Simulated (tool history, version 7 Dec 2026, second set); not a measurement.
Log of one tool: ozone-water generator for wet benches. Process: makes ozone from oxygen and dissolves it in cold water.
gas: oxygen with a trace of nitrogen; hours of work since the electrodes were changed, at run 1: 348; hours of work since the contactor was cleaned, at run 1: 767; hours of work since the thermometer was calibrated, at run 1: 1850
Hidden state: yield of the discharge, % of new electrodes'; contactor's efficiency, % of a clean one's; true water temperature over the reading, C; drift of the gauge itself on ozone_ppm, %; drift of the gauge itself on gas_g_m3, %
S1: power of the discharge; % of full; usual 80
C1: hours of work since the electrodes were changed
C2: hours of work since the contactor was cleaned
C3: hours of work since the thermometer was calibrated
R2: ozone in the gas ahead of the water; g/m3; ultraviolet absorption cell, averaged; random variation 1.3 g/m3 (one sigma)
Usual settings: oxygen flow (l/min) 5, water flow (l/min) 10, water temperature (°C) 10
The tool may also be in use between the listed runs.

run 1 day=0 | S1=80 oxygen_flow_(l/min)=5 water_flow_(l/min)=10 water_temperature_(°C)=10 | C1=348 C2=767 C3=1850 | dissolved_ozone_(ppm)=45.3 R2=240
run 2 day=1.558 | S1=80 oxygen_flow_(l/min)=5 water_flow_(l/min)=10 water_temperature_(°C)=6 | C1=377 C2=796 C3=1878 | dissolved_ozone_(ppm)=48.1 R2=236.7
run 3 day=3.167 | S1=80 oxygen_flow_(l/min)=5 water_flow_(l/min)=10 water_temperature_(°C)=6 | C1=406 C2=825 C3=1907 | dissolved_ozone_(ppm)=48.3 R2=239.7
run 4 day=4.142 | S1=93 oxygen_flow_(l/min)=5 water_flow_(l/min)=10 water_temperature_(°C)=10 | C1=424 C2=843 C3=1925 | dissolved_ozone_(ppm)=51.2 R2=268
run 5 day=5.067 | S1=93 oxygen_flow_(l/min)=5 water_flow_(l/min)=10 water_temperature_(°C)=10 | C1=441 C2=860 C3=1942 | dissolved_ozone_(ppm)=51.1 R2=271.8
run 6 day=6.521 | S1=48 oxygen_flow_(l/min)=5 water_flow_(l/min)=10 water_temperature_(°C)=10 | C1=468 C2=886 C3=1969 | dissolved_ozone_(ppm)=28.6 R2=153.2
run 7 day=8.108 | S1=48 oxygen_flow_(l/min)=5 water_flow_(l/min)=10 water_temperature_(°C)=10 | C1=497 C2=915 C3=1998 | dissolved_ozone_(ppm)=28.5 R2=150.6
run 8 day=8.967 | S1=80 oxygen_flow_(l/min)=5 water_flow_(l/min)=10 water_temperature_(°C)=10 | C1=512 C2=931 C3=2013 | dissolved_ozone_(ppm)=44.8 R2=236.8
run 9 day=9.771 | S1=80 oxygen_flow_(l/min)=5 water_flow_(l/min)=10 water_temperature_(°C)=10 | C1=527 C2=946 C3=2028 | dissolved_ozone_(ppm)=44.3 R2=237.8
run 10 day=11.271 | S1=80 oxygen_flow_(l/min)=5 water_flow_(l/min)=10 water_temperature_(°C)=10 | C1=554 C2=973 C3=2056 | dissolved_ozone_(ppm)=44.5 R2=238.1
run 11 day=12.667 | S1=80 oxygen_flow_(l/min)=5.21 water_flow_(l/min)=10 water_temperature_(°C)=10 | C1=580 C2=999 C3=2081 | dissolved_ozone_(ppm)=44.7 R2=230.5
run 12 day=13.717 | S1=80 oxygen_flow_(l/min)=5.21 water_flow_(l/min)=10 water_temperature_(°C)=10 | C1=599 C2=1018 C3=2100 | dissolved_ozone_(ppm)=44.9 R2=231.4
run 13 day=14.646 | S1=80 oxygen_flow_(l/min)=5 water_flow_(l/min)=10 water_temperature_(°C)=10 | C1=616 C2=1035 C3=2117 | dissolved_ozone_(ppm)=44.2 R2=237.4
run 14 day=16.242 | S1=80 oxygen_flow_(l/min)=5 water_flow_(l/min)=10 water_temperature_(°C)=10 | C1=645 C2=1064 C3=2146 | dissolved_ozone_(ppm)=44.7 R2=235.8
run 15 day=17.133 | S1=80 oxygen_flow_(l/min)=5 water_flow_(l/min)=10 water_temperature_(°C)=10 | C1=662 C2=1080 C3=2163 | dissolved_ozone_(ppm)=44 R2=235.5
run 16 day=18.988 | S1=80 oxygen_flow_(l/min)=5 water_flow_(l/min)=10 water_temperature_(°C)=10 | C1=695 C2=1114 C3=2197 | dissolved_ozone_(ppm)=44.1 R2=235.7
run 17 day=19.808 | S1=80 oxygen_flow_(l/min)=5 water_flow_(l/min)=10 water_temperature_(°C)=10 | C1=710 C2=1129 C3=2212 | dissolved_ozone_(ppm)=44.9 R2=235.7
run 18 day=21.671 | S1=68 oxygen_flow_(l/min)=5.8 water_flow_(l/min)=15 water_temperature_(°C)=15 | C1=745 C2=1163 C3=2246 | dissolved_ozone_(ppm)=27.2 R2=186.9
run 19 day=22.525 | S1=46 oxygen_flow_(l/min)=5 water_flow_(l/min)=10 water_temperature_(°C)=6 | C1=760 C2=1179 C3=2261 | dissolved_ozone_(ppm)=29.4 R2=146.4
run 20 day=23.846 | S1=46 oxygen_flow_(l/min)=5 water_flow_(l/min)=10 water_temperature_(°C)=6 | C1=784 C2=1203 C3=2285 | dissolved_ozone_(ppm)=29.4 R2=145.8
run 21 day=24.842 | S1=70 oxygen_flow_(l/min)=8.43 water_flow_(l/min)=9 water_temperature_(°C)=6 | C1=802 C2=1221 C3=2304 | dissolved_ozone_(ppm)=40.7 R2=157
run 22 day=26.146 | S1=70 oxygen_flow_(l/min)=8.43 water_flow_(l/min)=9 water_temperature_(°C)=6 | C1=826 C2=1245 C3=2327 | dissolved_ozone_(ppm)=41.3 R2=155.5
run 23 day=27.608 | S1=55 oxygen_flow_(l/min)=2.95 water_flow_(l/min)=10 water_temperature_(°C)=10 | C1=853 C2=1272 C3=2354 | dissolved_ozone_(ppm)=33.2 R2=229.6
run 24 day=28.671 | S1=42 oxygen_flow_(l/min)=8.18 water_flow_(l/min)=8 water_temperature_(°C)=9 | C1=872 C2=1291 C3=2374 | dissolved_ozone_(ppm)=26.1 R2=101.7
run 25 day=30.562 | S1=41 oxygen_flow_(l/min)=5.51 water_flow_(l/min)=13 water_temperature_(°C)=9 | C1=907 C2=1326 C3=2408 | dissolved_ozone_(ppm)=21.2 R2=124.8
run 26 day=31.729 | S1=70 oxygen_flow_(l/min)=3.63 water_flow_(l/min)=9 water_temperature_(°C)=18 | C1=928 C2=1347 C3=2429 | dissolved_ozone_(ppm)=37.4 R2=251.5
run 27 day=33.604 | S1=98 oxygen_flow_(l/min)=5 water_flow_(l/min)=7 water_temperature_(°C)=6 | C1=963 C2=1381 C3=2464 | dissolved_ozone_(ppm)=68.9 R2=282.3
run 28 day=35.158 | S1=98 oxygen_flow_(l/min)=5 water_flow_(l/min)=7 water_temperature_(°C)=6 | C1=991 C2=1410 C3=2492 | dissolved_ozone_(ppm)=68.1 R2=280.5
run 29 day=37.042 | S1=98 oxygen_flow_(l/min)=2.99 water_flow_(l/min)=7 water_temperature_(°C)=9 | C1=1025 C2=1444 C3=2527 | dissolved_ozone_(ppm)=68.5 R2=374.1
run 30 day=38.512 | S1=98 oxygen_flow_(l/min)=5 water_flow_(l/min)=10 water_temperature_(°C)=15 | C1=1052 C2=1471 C3=2553 | dissolved_ozone_(ppm)=47.7 R2=278.8
run 31 day=39.6 | S1=98 oxygen_flow_(l/min)=5.32 water_flow_(l/min)=10 water_temperature_(°C)=11 | C1=1072 C2=1491 C3=2573 | dissolved_ozone_(ppm)=50.9 R2=266.7
run 32 day=40.783 | S1=98 oxygen_flow_(l/min)=5.32 water_flow_(l/min)=10 water_temperature_(°C)=11 | C1=1094 C2=1513 C3=2595 | dissolved_ozone_(ppm)=50.6 R2=268.9

4 ways to go on from here, each from the tool as it stands after run 32. What would each give?
run A day=42.196 | S1=98 oxygen_flow_(l/min)=5.32 water_flow_(l/min)=10 water_temperature_(°C)=9 | C1=1120 C2=1538 C3=2621 | dissolved_ozone_(ppm)=? R2=?
run B day=42.196 | S1=79 oxygen_flow_(l/min)=8.8 water_flow_(l/min)=8 water_temperature_(°C)=11 | C1=1120 C2=1538 C3=2621 | dissolved_ozone_(ppm)=? R2=?
run C day=42.196 | S1=80 oxygen_flow_(l/min)=5 water_flow_(l/min)=10 water_temperature_(°C)=14 | C1=1120 C2=1538 C3=2621 | dissolved_ozone_(ppm)=? R2=?
run D day=42.196 | S1=89 oxygen_flow_(l/min)=5.32 water_flow_(l/min)=10 water_temperature_(°C)=11 | C1=1120 C2=1538 C3=2621 | dissolved_ozone_(ppm)=? R2=?

run=A dissolved_ozone_(ppm)=53.5 R2=268.4
run=B dissolved_ozone_(ppm)=41.9 R2=167.2
run=C dissolved_ozone_(ppm)=40.6 R2=234
run=D dissolved_ozone_(ppm)=46.5 R2=246.2
Without the tool's hidden state the same runs would have given:
run=A dissolved_ozone_(ppm)=55.9 R2=277.4
run=B dissolved_ozone_(ppm)=43.6 R2=172
run=C dissolved_ozone_(ppm)=42.3 R2=240.7
run=D dissolved_ozone_(ppm)=48.5 R2=253.9

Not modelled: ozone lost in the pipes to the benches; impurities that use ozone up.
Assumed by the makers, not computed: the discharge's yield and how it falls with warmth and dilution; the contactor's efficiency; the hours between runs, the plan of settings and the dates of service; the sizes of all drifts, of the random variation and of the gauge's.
